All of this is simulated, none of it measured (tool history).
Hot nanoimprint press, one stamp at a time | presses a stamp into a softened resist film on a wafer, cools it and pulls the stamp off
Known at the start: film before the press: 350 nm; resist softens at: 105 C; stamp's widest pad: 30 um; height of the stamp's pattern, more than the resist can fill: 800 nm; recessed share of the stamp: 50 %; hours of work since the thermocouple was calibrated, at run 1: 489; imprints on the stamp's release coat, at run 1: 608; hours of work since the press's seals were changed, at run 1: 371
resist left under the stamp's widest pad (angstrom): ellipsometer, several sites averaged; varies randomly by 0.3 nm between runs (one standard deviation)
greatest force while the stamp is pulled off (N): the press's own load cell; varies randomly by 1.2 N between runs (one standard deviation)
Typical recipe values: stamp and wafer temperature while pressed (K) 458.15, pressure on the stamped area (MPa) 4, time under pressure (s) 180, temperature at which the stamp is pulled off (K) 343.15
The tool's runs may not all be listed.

| run | hour | stamp and wafer temperature while pressed (K) | pressure on the stamped area (MPa) | time under pressure (s) | temperature at which the stamp is pulled off (K) | hours of work since the thermocouple was calibrated | imprints on the stamp's release coat | hours of work since the press's seals were changed | resist left under the stamp's widest pad (angstrom) | greatest force while the stamp is pulled off (N) |
|---|---|---|---|---|---|---|---|---|---|---|
| 1 | 0 | 458.15 | 4 | 180 | 343.15 | 489 | 608 | 371 | 1350 | 166 |
| 2 | 12 | 458.15 | 4 | 180 | 343.15 | 496 | 647 | 379 | 1345 | 168 |
| 3 | 26.6 | 458.15 | 4 | 180 | 343.15 | 504 | 694 | 387 | 1350 | 167 |
| 4 | 39.7 | 458.15 | 4 | 180 | 343.15 | 512 | 736 | 395 | 1346 | 167 |
| 5 | 52.3 | 458.15 | 4 | 235 | 343.15 | 519 | 777 | 402 | 1203 | 168 |
|  | 59.8 | plate thermocouple calibrated |
| 6 | 70.4 | 458.15 | 4 | 180 | 343.15 | 6 | 825 | 411 | 1343 | 168 |
| 7 | 77.4 | 458.15 | 4 | 180 | 343.15 | 10 | 848 | 415 | 1347 | 168 |
| 8 | 85.2 | 458.15 | 4 | 306 | 343.15 | 15 | 873 | 420 | 1069 | 169 |
| 9 | 95 | 458.15 | 4 | 306 | 343.15 | 21 | 905 | 425 | 1078 | 166 |
| 10 | 105.3 | 458.15 | 3.13 | 180 | 343.15 | 27 | 938 | 431 | 1495 | 169 |
| 11 | 115.8 | 450.15 | 3.13 | 180 | 343.15 | 33 | 972 | 438 | 1967 | 168 |
| 12 | 131.8 | 450.15 | 3.13 | 180 | 343.15 | 42 | 1023 | 447 | 1962 | 168 |
| 13 | 144.1 | 447.15 | 4 | 180 | 343.15 | 50 | 1063 | 454 | 1974 | 168 |
| 14 | 154 | 458.15 | 4 | 180 | 343.15 | 55 | 1095 | 460 | 1336 | 167 |
| 15 | 168.9 | 458.15 | 4 | 180 | 343.15 | 64 | 1143 | 469 | 1331 | 169 |
| 16 | 177.1 | 458.15 | 3.49 | 131 | 343.15 | 69 | 1169 | 474 | 1607 | 169 |
| 17 | 190.2 | 458.15 | 6.32 | 328 | 343.15 | 77 | 1212 | 481 | 824 | 170 |
| 18 | 200.2 | 458.15 | 4 | 173 | 332.15 | 82 | 1244 | 487 | 1352 | 206 |
|  | 220.6 | stamp cleaned and given a new release coat |
| 19 | 222 | 452.15 | 4.45 | 133 | 349.15 | 92 | 5 | 496 | 1756 | 145 |
| 20 | 233.1 | 452.15 | 5.01 | 98 | 349.15 | 98 | 40 | 503 | 1867 | 145 |
| 21 | 243.4 | 450.15 | 5.01 | 98 | 332.15 | 104 | 74 | 509 | 1988 | 210 |
| 22 | 257.3 | 458.15 | 4.68 | 180 | 343.15 | 112 | 119 | 517 | 1227 | 166 |
| 23 | 272.1 | 458.15 | 4.68 | 180 | 343.15 | 121 | 166 | 526 | 1224 | 171 |
| 24 | 288 | 458.15 | 5.45 | 300 | 343.15 | 130 | 218 | 535 | 914 | 169 |
|  | 296.9 | gauge calibrated |
| 25 | 298.9 | 461.15 | 4 | 103 | 343.15 | 137 | 253 | 542 | 1522 | 167 |
| 26 | 312.5 | 461.15 | 4 | 103 | 343.15 | 145 | 297 | 550 | 1516 | 167 |
| 27 | 321.1 | 461.15 | 3.37 | 257 | 339.15 | 150 | 324 | 555 | 1133 | 184 |
| 28 | 327.8 | 460.15 | 3.04 | 94 | 343.15 | 154 | 346 | 559 | 1819 | 169 |
| 29 | 342.6 | 460.15 | 3.04 | 94 | 343.15 | 163 | 393 | 567 | 1816 | 166 |

What would each run have given without the hidden state, its run-to-run variation left as it was?
Unlogged tool condition in this case: true temperature over the reading, C; pressure that arrives at the usual setting, %; grip of the stamp's worn release coat, % over a new coat's; drift of the gauge itself on residual_nm, %; drift of the gauge itself on pull_off_n, %.
| run | resist left under the stamp's widest pad (angstrom) |
|---|---|
| 1 | 1351 |
| 2 | 1347 |
| 3 | 1354 |
| 4 | 1352 |
| 5 | 1209 |
| 6 | 1350 |
| 7 | 1355 |
| 8 | 1076 |
| 9 | 1086 |
| 10 | 1508 |
| 11 | 1986 |
| 12 | 1984 |
| 13 | 1998 |
| 14 | 1353 |
| 15 | 1350 |
| 16 | 1631 |
| 17 | 837 |
| 18 | 1375 |
| 19 | 1788 |
| 20 | 1903 |
| 21 | 2028 |
| 22 | 1254 |
| 23 | 1252 |
| 24 | 936 |
| 25 | 1522 |
| 26 | 1518 |
| 27 | 1135 |
| 28 | 1824 |
| 29 | 1823 |
greatest force while the stamp is pulled off (N): differs from the measured result by no more than 1 in any run.
